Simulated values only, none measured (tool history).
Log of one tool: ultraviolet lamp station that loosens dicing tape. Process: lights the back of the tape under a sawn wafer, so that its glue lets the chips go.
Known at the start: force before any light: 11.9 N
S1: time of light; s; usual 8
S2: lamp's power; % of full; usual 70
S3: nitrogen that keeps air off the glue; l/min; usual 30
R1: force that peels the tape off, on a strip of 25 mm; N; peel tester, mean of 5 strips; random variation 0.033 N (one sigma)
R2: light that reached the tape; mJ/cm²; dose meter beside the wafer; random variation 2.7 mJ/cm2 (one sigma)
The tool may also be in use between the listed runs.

run 1 hour=0 | S1=8 S2=70 S3=30 | R1=2.649 R2=261
run 2 hour=35.9 | S1=8 S2=70 S3=30 | R1=2.756 R2=254
run 3 hour=81.9 | S1=8 S2=70 S3=16 | R1=3.865 R2=242
run 4 hour=134.9 | S1=8 S2=70 S3=30 | R1=2.967 R2=242
run 5 hour=194.2 | S1=8 S2=70 S3=30 | R1=2.993 R2=236
run 6 hour=235.4 | S1=8 S2=70 S3=30 | R1=3.198 R2=228
run 7 hour=289.1 | S1=8 S2=70 S3=30 | R1=3.328 R2=227
run 8 hour=332.9 | S1=7 S2=100 S3=30 | R1=2.519 R2=277
-- hour=336.6 window cleaned of glue's vapour
run 9 hour=381 | S1=7 S2=100 S3=30 | R1=2.162 R2=294
run 10 hour=413.3 | S1=7 S2=100 S3=30 | R1=2.266 R2=288
run 11 hour=454.2 | S1=7 S2=100 S3=30 | R1=2.443 R2=284
run 12 hour=513 | S1=7 S2=70 S3=30 | R1=3.918 R2=191
run 13 hour=566.8 | S1=4 S2=68 S3=30 | R1=6.466 R2=105
run 14 hour=607.3 | S1=5 S2=87 S3=57 | R1=3.816 R2=162

4 ways to go on from here, each from the tool as it stands after run 14. What would each give?
run A hour=666.3 | S1=12 S2=99 S3=12 | R1=? R2=?
run B hour=666.3 | S1=5 S2=87 S3=10 | R1=? R2=?
run C hour=666.3 | S1=5 S2=64 S3=52 | R1=? R2=?
run D hour=666.3 | S1=8 S2=70 S3=20 | R1=? R2=?

run=A R1=2.038 R2=429
run=B R1=6.327 R2=159
run=C R1=5.47 R2=115
run=D R1=4.337 R2=205
Without the tool's hidden state the same runs would have given:
run=A R1=0.68 R2=741
run=B R1=4.078 R2=274
run=C R1=3.111 R2=200
run=D R1=2.132 R2=351
